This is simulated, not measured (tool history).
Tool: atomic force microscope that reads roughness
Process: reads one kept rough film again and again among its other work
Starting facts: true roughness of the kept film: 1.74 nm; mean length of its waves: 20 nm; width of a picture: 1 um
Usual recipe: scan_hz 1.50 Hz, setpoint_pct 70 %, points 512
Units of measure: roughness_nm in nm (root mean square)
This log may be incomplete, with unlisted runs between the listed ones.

run 1 hour=0.0 | scan_hz=1.50 setpoint_pct=70 points=512 | roughness_nm=1.164
-- hour=3.4 new tip fitted
run 2 hour=37.4 | scan_hz=1.54 setpoint_pct=70 points=512 | roughness_nm=1.412
run 3 hour=75.1 | scan_hz=1.50 setpoint_pct=70 points=415 | roughness_nm=1.353
run 4 hour=107.5 | scan_hz=1.50 setpoint_pct=70 points=512 | roughness_nm=1.330
run 5 hour=162.3 | scan_hz=1.50 setpoint_pct=70 points=512 | roughness_nm=1.264
run 6 hour=199.8 | scan_hz=1.50 setpoint_pct=70 points=512 | roughness_nm=1.247
run 7 hour=253.3 | scan_hz=1.50 setpoint_pct=70 points=512 | roughness_nm=1.196
-- hour=267.4 new tip fitted
run 8 hour=317.1 | scan_hz=2.83 setpoint_pct=70 points=512 | roughness_nm=1.358
run 9 hour=352.9 | scan_hz=2.83 setpoint_pct=70 points=512 | roughness_nm=1.294
run 10 hour=397.2 | scan_hz=1.50 setpoint_pct=70 points=512 | roughness_nm=1.285
run 11 hour=428.0 | scan_hz=2.13 setpoint_pct=65 points=472 | roughness_nm=1.258
run 12 hour=496.5 | scan_hz=1.50 setpoint_pct=70 points=859 | roughness_nm=1.203
-- hour=529.0 new tip fitted
run 13 hour=552.4 | scan_hz=1.50 setpoint_pct=70 points=414 | roughness_nm=1.431
run 14 hour=588.7 | scan_hz=1.05 setpoint_pct=66 points=295 | roughness_nm=1.380
run 15 hour=632.0 | scan_hz=1.05 setpoint_pct=71 points=369 | roughness_nm=1.315
run 16 hour=671.4 | scan_hz=1.12 setpoint_pct=58 points=896 | roughness_nm=1.321
run 17 hour=717.2 | scan_hz=3.36 setpoint_pct=78 points=738 | roughness_nm=1.154
-- hour=741.1 height scale calibrated on a step standard
run 18 hour=755.9 | scan_hz=3.36 setpoint_pct=67 points=575 | roughness_nm=1.188
-- hour=790.9 new tip fitted
run 19 hour=805.4 | scan_hz=1.65 setpoint_pct=75 points=1014 | roughness_nm=1.460
run 20 hour=842.0 | scan_hz=1.65 setpoint_pct=75 points=1014 | roughness_nm=1.407

Below are 5 alternative next runs, each starting from the tool's condition after run 20. Predict each:
run A hour=896.8 | scan_hz=0.59 setpoint_pct=56 points=550 | roughness_nm=?
run B hour=896.8 | scan_hz=1.02 setpoint_pct=85 points=645 | roughness_nm=?
run C hour=896.8 | scan_hz=0.98 setpoint_pct=77 points=422 | roughness_nm=?
run D hour=896.8 | scan_hz=3.58 setpoint_pct=76 points=978 | roughness_nm=?
run E hour=896.8 | scan_hz=1.65 setpoint_pct=56 points=572 | roughness_nm=?

run=A roughness_nm=1.403
run=B roughness_nm=1.332
run=C roughness_nm=1.353
run=D roughness_nm=1.262
run=E roughness_nm=1.374
Take away the tool's hidden state, keep each run's random variation, and the runs would have read:
run=A roughness_nm=1.545
run=B roughness_nm=1.467
run=C roughness_nm=1.489
run=D roughness_nm=1.391
run=E roughness_nm=1.514
